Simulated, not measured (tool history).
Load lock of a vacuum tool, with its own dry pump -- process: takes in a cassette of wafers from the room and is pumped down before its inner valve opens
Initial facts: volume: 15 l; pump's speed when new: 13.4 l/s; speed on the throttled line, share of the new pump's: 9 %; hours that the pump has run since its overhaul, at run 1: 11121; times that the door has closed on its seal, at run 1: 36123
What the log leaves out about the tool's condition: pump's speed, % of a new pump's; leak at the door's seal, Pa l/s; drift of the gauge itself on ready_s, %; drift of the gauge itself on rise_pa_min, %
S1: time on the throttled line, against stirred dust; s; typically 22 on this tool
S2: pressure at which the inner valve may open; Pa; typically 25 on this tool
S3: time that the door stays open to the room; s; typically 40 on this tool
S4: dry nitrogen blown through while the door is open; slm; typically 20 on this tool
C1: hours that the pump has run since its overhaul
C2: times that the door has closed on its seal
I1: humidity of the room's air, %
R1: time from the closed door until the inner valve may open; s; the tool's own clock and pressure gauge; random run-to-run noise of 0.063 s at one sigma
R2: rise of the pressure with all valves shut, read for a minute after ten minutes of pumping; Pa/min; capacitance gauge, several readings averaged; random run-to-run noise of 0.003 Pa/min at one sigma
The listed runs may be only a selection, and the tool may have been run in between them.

run,day,S1,S2,S3,S4,C1,C2,I1,R1,R2
1,0.000,22,25,40,20,11121,36123,43.9,29.95,0.365
# day 8.942: door's seal changed, seat wiped
2,10.029,22,25,40,20,11360,114,44.4,30.16,0.044
3,26.629,38,25,40,20,11758,1843,45.5,44.39,0.046
4,36.658,22,25,40,19,11999,2888,42.4,30.07,0.047
5,52.854,22,49,40,20,12388,4575,44.8,29.27,0.058
6,70.546,22,49,40,20,12812,6419,44.8,29.27,0.066
7,87.667,22,49,40,20,13223,8202,46.2,29.20,0.072
8,104.354,22,49,40,20,13624,9941,45.4,29.39,0.085
9,114.167,22,35,40,20,13859,10963,44.3,29.68,0.102
10,126.017,19,35,40,20,14144,12198,45.4,27.19,0.104
11,145.117,22,27,40,20,14602,14187,44.2,29.94,0.119
12,160.654,31,25,40,20,14975,15806,43.9,38.38,0.141
13,177.933,31,25,40,20,15390,17606,44.1,38.39,0.147
14,189.488,31,25,40,20,15667,18810,47.6,38.20,0.162
15,203.912,31,25,40,20,16013,20313,45.2,38.34,0.180
16,223.579,31,25,40,20,16485,22362,45.6,38.53,0.206
17,232.021,22,25,40,20,16688,23241,43.2,30.31,0.206
18,251.438,22,25,186,20,17154,25264,46.8,30.37,0.267
# day 261.317: dry pump taken out, an overhauled one fitted
19,265.946,22,25,186,20,111,26750,48.0,29.42,0.281
20,279.433,28,18,186,4,435,28155,43.6,35.29,0.325
21,290.692,25,28,80,31,705,29328,47.1,32.13,0.293
22,307.062,25,49,31,12,1098,31033,45.0,31.37,0.309
23,322.575,25,49,31,12,1470,32649,46.8,31.45,0.343
24,338.654,32,49,31,12,1856,34325,43.8,37.79,0.363
25,352.046,22,25,40,12,2178,35720,45.6,29.53,0.393

Expected results for the next run?
26,360.279,22,25,86,12,2375,36578,46.0,?,?

R1: 29.50 s
R2: 0.421 Pa/min
With no hidden state in the tool, this same run would have given R1 29.33 s, R2 0.063 Pa/min.

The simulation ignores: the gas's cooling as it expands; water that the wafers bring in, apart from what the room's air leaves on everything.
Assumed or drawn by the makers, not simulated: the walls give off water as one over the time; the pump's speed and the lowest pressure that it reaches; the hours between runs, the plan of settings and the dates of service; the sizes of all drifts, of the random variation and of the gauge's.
